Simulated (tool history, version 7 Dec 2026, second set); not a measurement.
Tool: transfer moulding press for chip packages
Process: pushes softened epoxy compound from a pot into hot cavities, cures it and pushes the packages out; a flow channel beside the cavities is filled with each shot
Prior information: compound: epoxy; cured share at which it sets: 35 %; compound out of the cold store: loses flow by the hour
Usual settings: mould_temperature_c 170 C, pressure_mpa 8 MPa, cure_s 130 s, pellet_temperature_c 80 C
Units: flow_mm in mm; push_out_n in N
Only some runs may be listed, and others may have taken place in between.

run	hour	mould_temperature_c	pressure_mpa	cure_s	pellet_temperature_c	incoming compound's hours out of the cold store	flow_mm	push_out_n
1	0	170	8	130	80	25.2	761	409
2	17.9	170	8	130	80	23.9	760	506
3	38.9	170	8	130	80	43.8	693	597
# hour 53.8: cavities cleaned with cleaning compound and waxed
4	63.7	170	8	130	80	10	806	759
5	90.9	170	8	130	80	18.5	770	823
# hour 107.1: cavities cleaned with cleaning compound and waxed
6	107.2	170	8	130	80	47.6	679	425
7	125.1	170	8	130	80	37.5	701	526
# hour 146.1: cavities cleaned with cleaning compound and waxed, once more
8	153.3	170	8	130	80	37.3	700	461
9	177.8	170	8	130	80	9.9	790	594
10	191.3	170	8	130	80	17.7	757	657
# hour 199.9: cavities cleaned with cleaning compound and waxed
11	209.5	171	8	130	80	9	784	465
12	228.2	170	8	130	77	25.8	727	574
# hour 252.4: cavities cleaned with cleaning compound and waxed
13	258.3	170	8	167	80	23.7	731	419
# hour 267.1: plunger's sealing rings changed
14	282.3	170	8	130	88	35.5	723	544
15	299	175	8	130	88	36.8	705	584
# hour 307.3: cavities cleaned with cleaning compound and waxed
16	317.5	175	8	130	88	40.7	692	431
17	336.8	170	7.06	130	80	25.1	707	573
# hour 360.1: cavities cleaned with cleaning compound and waxed
18	364.6	169	7.06	119	89	40.8	658	488
19	385.3	169	7.28	114	89	31.8	692	665
20	408	169	8.72	116	82	39.6	732	782
# hour 412: cavities cleaned with cleaning compound and waxed
21	433	169	8.72	116	82	22.4	787	670
22	448.1	169	6.65	117	79	24.4	677	734
# hour 464: cavities cleaned with cleaning compound and waxed
23	474.7	169	6.65	125	74	16.8	698	559
24	494.6	169	6.65	125	74	18.7	690	647
# hour 516.6: cavities cleaned with cleaning compound and waxed
25	523.4	163	8	130	80	39.2	706	619
# hour 539.2: plunger's sealing rings changed
26	550.4	169	6.08	124	80	15.4	694	647
# hour 573: cavities cleaned with cleaning compound and waxed
27	575	170	9.18	153	88	30.8	790	394

A few steps of flow_mm between consecutive runs. Split each: what settings, incoming material and random variation would produce without the hidden state, and what is left over for the hidden state, along with gauge scatter present in only one of the two compared results (measured, and without hidden state):
Hidden state at play: true mould temperature over the reading, C; pressure that reaches the compound, % of what is set; grip of the stained cavities, % over clean ones'; drift of the gauge itself on flow_mm, %; drift of the gauge itself on push_out_n, %.
Run 3 -> 4: cavities cleaned with cleaning compound and waxed. flow_mm +113 mm: hidden state -3, all else +116.
Run 13 -> 14: cure_s 167 -> 130, pellet_temperature_c 80 -> 88, plunger's sealing rings changed. flow_mm -8 mm: hidden state +32, all else -40.
Run 21 -> 22: pressure_mpa 8.72 -> 6.65, cure_s 116 -> 117, pellet_temperature_c 82 -> 79. flow_mm -110 mm: hidden state +1, all else -111.
Run 25 -> 26: mould_temperature_c 163 -> 169, pressure_mpa 8 -> 6.08, cure_s 130 -> 124, plunger's sealing rings changed. flow_mm -12 mm: hidden state +29, all else -41.
